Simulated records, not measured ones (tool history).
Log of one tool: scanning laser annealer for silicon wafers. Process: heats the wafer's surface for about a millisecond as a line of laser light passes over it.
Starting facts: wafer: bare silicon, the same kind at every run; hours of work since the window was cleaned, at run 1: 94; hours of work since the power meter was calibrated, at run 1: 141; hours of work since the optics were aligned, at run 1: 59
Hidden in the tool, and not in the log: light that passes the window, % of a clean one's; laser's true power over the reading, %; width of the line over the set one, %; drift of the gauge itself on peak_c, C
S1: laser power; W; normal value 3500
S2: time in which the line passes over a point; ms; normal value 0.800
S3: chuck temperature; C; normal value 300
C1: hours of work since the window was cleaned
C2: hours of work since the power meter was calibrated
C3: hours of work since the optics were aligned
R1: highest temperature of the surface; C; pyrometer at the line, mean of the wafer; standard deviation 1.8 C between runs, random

{"run": 1, "hour": 0.0, "S1": 3500, "S2": 0.8, "S3": 300, "C1": 94, "C2": 141, "C3": 59, "R1": 1061}
{"run": 2, "hour": 12.8, "S1": 3500, "S2": 0.8, "S3": 300, "C1": 100, "C2": 148, "C3": 65, "R1": 1059}
{"run": 3, "hour": 32.4, "S1": 3279, "S2": 0.8, "S3": 300, "C1": 110, "C2": 157, "C3": 75, "R1": 1013}
{"run": 4, "hour": 47.0, "S1": 3500, "S2": 0.8, "S3": 300, "C1": 117, "C2": 165, "C3": 82, "R1": 1061}
{"run": 5, "hour": 68.2, "S1": 3255, "S2": 0.8, "S3": 300, "C1": 128, "C2": 175, "C3": 93, "R1": 1008}
{"run": 6, "hour": 78.5, "S1": 3131, "S2": 0.615, "S3": 310, "C1": 133, "C2": 181, "C3": 98, "R1": 898}
{"hour": 85.2, "done": "optics aligned, line set to its width"}
{"run": 7, "hour": 99.2, "S1": 3110, "S2": 0.917, "S3": 284, "C1": 141, "C2": 188, "C3": 7, "R1": 1011}
{"run": 8, "hour": 112.7, "S1": 3110, "S2": 0.917, "S3": 284, "C1": 148, "C2": 195, "C3": 14, "R1": 1007}

Estimate the outcome of run 9 from the log above:
{"run": 9, "hour": 124.7, "S1": 3110, "S2": 0.917, "S3": 284, "C1": 154, "C2": 201, "C3": 20, "R1": "?"}

R1: 1011 C
The same run, on a tool lacking any hidden state, would have yielded R1 1026 C.

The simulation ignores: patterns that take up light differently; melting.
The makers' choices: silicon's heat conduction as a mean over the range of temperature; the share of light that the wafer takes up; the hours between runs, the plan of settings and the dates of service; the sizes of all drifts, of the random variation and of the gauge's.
